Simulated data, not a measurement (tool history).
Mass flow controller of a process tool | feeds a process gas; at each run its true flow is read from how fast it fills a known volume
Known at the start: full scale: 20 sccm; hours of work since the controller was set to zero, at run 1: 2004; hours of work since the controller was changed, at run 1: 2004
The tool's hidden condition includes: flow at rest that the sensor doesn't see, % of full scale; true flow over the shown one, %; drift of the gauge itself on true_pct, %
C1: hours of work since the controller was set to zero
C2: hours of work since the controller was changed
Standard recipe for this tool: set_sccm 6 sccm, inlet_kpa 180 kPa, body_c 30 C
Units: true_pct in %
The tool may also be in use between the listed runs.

run 1 hour=0.0 | set_sccm=6 inlet_kpa=180 body_c=30 | C1=2004 C2=2004 | true_pct=98.09
run 2 hour=340.6 | set_sccm=6 inlet_kpa=180 body_c=30 | C1=2230 C2=2230 | true_pct=97.86
run 3 hour=758.7 | set_sccm=6 inlet_kpa=180 body_c=30 | C1=2506 C2=2506 | true_pct=97.85
run 4 hour=1185.7 | set_sccm=6 inlet_kpa=198 body_c=30 | C1=2789 C2=2789 | true_pct=98.08
run 5 hour=1617.0 | set_sccm=6 inlet_kpa=198 body_c=30 | C1=3075 C2=3075 | true_pct=97.87
run 6 hour=1879.7 | set_sccm=6 inlet_kpa=238 body_c=24 | C1=3249 C2=3249 | true_pct=98.54
run 7 hour=2180.2 | set_sccm=6 inlet_kpa=238 body_c=24 | C1=3448 C2=3448 | true_pct=98.61
run 8 hour=2491.8 | set_sccm=3 inlet_kpa=215 body_c=30 | C1=3654 C2=3654 | true_pct=97.45
run 9 hour=2802.9 | set_sccm=3 inlet_kpa=215 body_c=30 | C1=3860 C2=3860 | true_pct=97.30
run 10 hour=3108.5 | set_sccm=3 inlet_kpa=215 body_c=34 | C1=4063 C2=4063 | true_pct=96.84

The logged runs with the hidden state left out (each run's random variation unchanged):
run=1 true_pct=98.10
run=2 true_pct=97.96
run=3 true_pct=98.06
run=4 true_pct=98.40
run=5 true_pct=98.30
run=6 true_pct=99.05
run=7 true_pct=99.20
run=8 true_pct=98.12
run=9 true_pct=98.05
run=10 true_pct=97.67
